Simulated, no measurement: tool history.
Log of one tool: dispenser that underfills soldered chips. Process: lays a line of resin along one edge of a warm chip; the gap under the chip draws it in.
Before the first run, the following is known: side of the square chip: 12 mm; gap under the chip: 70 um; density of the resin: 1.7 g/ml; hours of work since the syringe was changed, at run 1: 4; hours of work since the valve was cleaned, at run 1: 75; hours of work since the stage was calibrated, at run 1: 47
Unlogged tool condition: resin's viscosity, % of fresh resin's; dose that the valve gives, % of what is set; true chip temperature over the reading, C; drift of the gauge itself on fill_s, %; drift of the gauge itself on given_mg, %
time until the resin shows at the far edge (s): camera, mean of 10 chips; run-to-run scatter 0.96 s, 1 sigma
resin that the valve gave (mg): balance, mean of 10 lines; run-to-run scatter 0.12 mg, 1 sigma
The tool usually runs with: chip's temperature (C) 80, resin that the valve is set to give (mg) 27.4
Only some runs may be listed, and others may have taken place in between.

run	hour	chip's temperature (C)	resin that the valve is set to give (mg)	hours of work since the syringe was changed	hours of work since the valve was cleaned	hours of work since the stage was calibrated	time until the resin shows at the far edge (s)	resin that the valve gave (mg)
1	0	80	27.4	4	75	47	115.1	25.54
# hour 1.7: new syringe of resin
2	7.3	80	27.4	4	79	51	113.5	25.4
# hour 9.8: new syringe of resin
3	12.1	80	32.4	2	83	55	97.9	29.69
# hour 17.7: new syringe of resin
4	18.7	80	32.4	1	87	59	93	29.52
# hour 25.7: new syringe of resin
5	25.9	80	32.4	0	92	64	91.7	29.26
6	30.9	80	27.4	4	95	67	112.6	24.98
# hour 33.9: new syringe of resin
7	35.8	80	27.4	1	98	70	99.2	25.03
# hour 41.6: new syringe of resin
8	43.8	80	27.4	2	103	75	100.5	24.73
# hour 49.5: new syringe of resin
# hour 51.8: dispensing valve cleaned and set on the balance
9	53.6	80	27.4	2	1	81	102.7	27.58
10	57.8	92	27.4	5	4	84	80.4	27.24
# hour 58.7: new syringe of resin
11	65.6	92	27.4	5	9	89	83	26.93
# hour 66.6: new syringe of resin
12	71.6	92	34	3	13	93	75.7	33.59
# hour 74.4: new syringe of resin
13	77.2	80	26.7	2	17	97	101.2	26.19
# hour 82.3: new syringe of resin
14	86.4	75	26.7	3	23	103	126.3	26.06
# hour 90.4: new syringe of resin
15	92.8	75	30.5	2	27	107	117.2	29.75
# hour 98.4: new syringe of resin
16	100.2	67	27.4	1	32	112	150.7	26.51
17	104.8	67	27.4	4	35	115	180.4	26.35
# hour 106.5: new syringe of resin
18	109.9	67	27.4	2	38	118	162.5	26.49
# hour 114.7: new syringe of resin
19	117.9	68	27.4	2	44	124	155.9	26.15
20	122	77	30.3	5	46	126	133.9	28.75
# hour 122.7: new syringe of resin
# hour 130.6: new syringe of resin
21	130.6	89	24.9	0	52	132	70.7	23.62
# hour 138.6: new syringe of resin
22	139.9	91	28.8	1	58	138	69.2	27.19
# hour 146.7: new syringe of resin
23	146.9	91	28.8	0	62	142	66.7	27
# hour 154.4: new syringe of resin
24	155.2	91	28.8	1	68	148	67.1	26.88
# hour 162.6: new syringe of resin
25	162.6	91	28.8	0	73	153	66	26.69
26	168.6	76	30.1	4	77	157	129.7	27.84
# hour 170.9: new syringe of resin
27	173.1	74	31.5	2	80	160	122	29.04
# hour 178.7: new syringe of resin
28	182.6	74	31.5	3	86	166	128.6	28.97
# hour 186.4: new syringe of resin
29	189.2	89	24.5	2	90	170	81.1	22.17
# hour 194.6: new syringe of resin
30	196	86	24.5	1	95	175	83.3	22.15
# hour 202.5: new syringe of resin
31	205.3	83	34.8	2	101	181	92.9	31.56
# hour 210.8: new syringe of resin
32	211.1	73	28.4	0	105	185	119.5	25.76
# hour 216.9: dispensing valve cleaned and set on the balance
33	218	73	28.4	4	1	189	143.6	28.43
# hour 220.2: new syringe of resin
34	226.2	73	28.4	4	6	194	143.6	27.98

Had the tool no unlogged condition, and each run kept its random variation, what would the results have been?
run	time until the resin shows at the far edge (s)	resin that the valve gave (mg)
1	90.2	27.48
2	90.6	27.47
3	89.4	32.22
4	89.3	32.2
5	89.1	32.06
6	90.3	27.46
7	91	27.61
8	91.3	27.45
9	92.1	27.65
10	62	27.38
11	62.9	27.21
12	61.6	34.08
13	91	26.65
14	106.7	26.69
15	107.1	30.59
16	136.4	27.39
17	137.8	27.31
18	139.5	27.55
19	135.1	27.34
20	100.2	30.13
21	70	24.89
22	64.8	28.83
23	64.3	28.75
24	64.4	28.78
25	64.4	28.74
26	101.6	30.09
27	109.1	31.49
28	108.8	31.6
29	71.3	24.3
30	75.7	24.4
31	82.7	35
32	114.4	28.67
33	112	28.48
34	113.1	28.18
